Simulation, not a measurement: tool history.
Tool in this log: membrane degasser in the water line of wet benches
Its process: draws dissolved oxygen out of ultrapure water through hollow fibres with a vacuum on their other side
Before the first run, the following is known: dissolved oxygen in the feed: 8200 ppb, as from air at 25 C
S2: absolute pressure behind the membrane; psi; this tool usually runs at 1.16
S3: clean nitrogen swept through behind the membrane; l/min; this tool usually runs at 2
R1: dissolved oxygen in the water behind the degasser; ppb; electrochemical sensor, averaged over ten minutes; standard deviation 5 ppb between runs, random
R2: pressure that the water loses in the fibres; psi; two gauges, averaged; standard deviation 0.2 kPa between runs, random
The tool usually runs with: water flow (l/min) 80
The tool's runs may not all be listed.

{"run": 1, "hour": 0.0, "water flow (l/min)": 80, "S2": 1.16, "S3": 2, "R1": 515, "R2": 6.244}
{"run": 2, "hour": 38.3, "water flow (l/min)": 80, "S2": 1.16, "S3": 2, "R1": 525.5, "R2": 6.269}
{"run": 3, "hour": 91.5, "water flow (l/min)": 80, "S2": 1.16, "S3": 2, "R1": 526.5, "R2": 6.211}
{"run": 4, "hour": 119.4, "water flow (l/min)": 80, "S2": 1.16, "S3": 2, "R1": 521.3, "R2": 6.266}
{"run": 5, "hour": 180.0, "water flow (l/min)": 80, "S2": 2.113, "S3": 2, "R1": 990, "R2": 6.269}
{"run": 6, "hour": 225.3, "water flow (l/min)": 80, "S2": 2.113, "S3": 2, "R1": 970, "R2": 6.258}
{"run": 7, "hour": 268.9, "water flow (l/min)": 80, "S2": 1.16, "S3": 2, "R1": 533.2, "R2": 6.218}
{"run": 8, "hour": 305.5, "water flow (l/min)": 80, "S2": 1.16, "S3": 2, "R1": 522.4, "R2": 6.283}
{"run": 9, "hour": 353.4, "water flow (l/min)": 80, "S2": 1.16, "S3": 2, "R1": 534.9, "R2": 6.253}
{"run": 10, "hour": 407.3, "water flow (l/min)": 80, "S2": 1.16, "S3": 2, "R1": 528.6, "R2": 6.25}
{"run": 11, "hour": 463.2, "water flow (l/min)": 80, "S2": 1.706, "S3": 2, "R1": 793.1, "R2": 6.296}
{"run": 12, "hour": 510.4, "water flow (l/min)": 91, "S2": 1.706, "S3": 2, "R1": 923, "R2": 7.161}
{"run": 13, "hour": 570.7, "water flow (l/min)": 80, "S2": 1.16, "S3": 2.66, "R1": 459.4, "R2": 6.283}
{"run": 14, "hour": 630.5, "water flow (l/min)": 80, "S2": 1.16, "S3": 2.66, "R1": 447.9, "R2": 6.287}
{"run": 15, "hour": 660.5, "water flow (l/min)": 80, "S2": 1.16, "S3": 4.6, "R1": 353.7, "R2": 6.226}
{"run": 16, "hour": 701.2, "water flow (l/min)": 80, "S2": 1.16, "S3": 4.6, "R1": 351.3, "R2": 6.293}
{"run": 17, "hour": 758.1, "water flow (l/min)": 80, "S2": 1.16, "S3": 4.6, "R1": 349.6, "R2": 6.266}
{"run": 18, "hour": 790.9, "water flow (l/min)": 53, "S2": 2.474, "S3": 2.37, "R1": 681.8, "R2": 4.147}
{"run": 19, "hour": 821.4, "water flow (l/min)": 118, "S2": 0.751, "S3": 2.92, "R1": 621.1, "R2": 9.269}
{"run": 20, "hour": 870.4, "water flow (l/min)": 128, "S2": 1.491, "S3": 1.48, "R1": 1426.1, "R2": 10.105}
{"run": 21, "hour": 938.7, "water flow (l/min)": 97, "S2": 1.487, "S3": 4.81, "R1": 582.2, "R2": 7.604}
{"run": 22, "hour": 992.3, "water flow (l/min)": 71, "S2": 2.544, "S3": 0.85, "R1": 1750.4, "R2": 5.584}
{"run": 23, "hour": 1057.1, "water flow (l/min)": 104, "S2": 1.501, "S3": 0.85, "R1": 1396, "R2": 8.155}
{"run": 24, "hour": 1110.4, "water flow (l/min)": 80, "S2": 1.653, "S3": 5.89, "R1": 412.2, "R2": 6.316}
{"run": 25, "hour": 1176.4, "water flow (l/min)": 84, "S2": 1.653, "S3": 5.89, "R1": 454.7, "R2": 6.601}
{"run": 26, "hour": 1217.0, "water flow (l/min)": 56, "S2": 1.021, "S3": 2.03, "R1": 269.2, "R2": 4.425}
{"run": 27, "hour": 1264.8, "water flow (l/min)": 61, "S2": 1.608, "S3": 2, "R1": 537.9, "R2": 4.811}
{"run": 28, "hour": 1327.0, "water flow (l/min)": 57, "S2": 1.175, "S3": 2, "R1": 342.5, "R2": 4.531}
{"run": 29, "hour": 1396.0, "water flow (l/min)": 99, "S2": 1.228, "S3": 5.49, "R1": 504.5, "R2": 7.797}
{"run": 30, "hour": 1429.1, "water flow (l/min)": 69, "S2": 1.228, "S3": 0.82, "R1": 773.4, "R2": 5.445}
{"run": 31, "hour": 1496.6, "water flow (l/min)": 69, "S2": 1.228, "S3": 0.82, "R1": 789.8, "R2": 5.445}
{"run": 32, "hour": 1563.6, "water flow (l/min)": 69, "S2": 1.228, "S3": 0.82, "R1": 787.5, "R2": 5.466}
{"run": 33, "hour": 1598.6, "water flow (l/min)": 85, "S2": 0.995, "S3": 0.94, "R1": 697, "R2": 6.728}

Predict each of these 3 candidate next runs independently; none follows another, all start after run 33:
{"run": "A", "hour": 1641.7, "water flow (l/min)": 55, "S2": 2.38, "S3": 1.61, "R1": "?", "R2": "?"}
{"run": "B", "hour": 1641.7, "water flow (l/min)": 75, "S2": 0.721, "S3": 2, "R1": "?", "R2": "?"}
{"run": "C", "hour": 1641.7, "water flow (l/min)": 108, "S2": 2.355, "S3": 2.45, "R1": "?", "R2": "?"}

run=A R1=887.2 R2=4.445
run=B R1=280.7 R2=5.932
run=C R1=1334.9 R2=8.546
With the hidden condition removed and each run's random variation left untouched, the same runs would have given:
run=A R1=870.9 R2=4.237
run=B R1=247.8 R2=5.651
run=C R1=1284 R2=8.14

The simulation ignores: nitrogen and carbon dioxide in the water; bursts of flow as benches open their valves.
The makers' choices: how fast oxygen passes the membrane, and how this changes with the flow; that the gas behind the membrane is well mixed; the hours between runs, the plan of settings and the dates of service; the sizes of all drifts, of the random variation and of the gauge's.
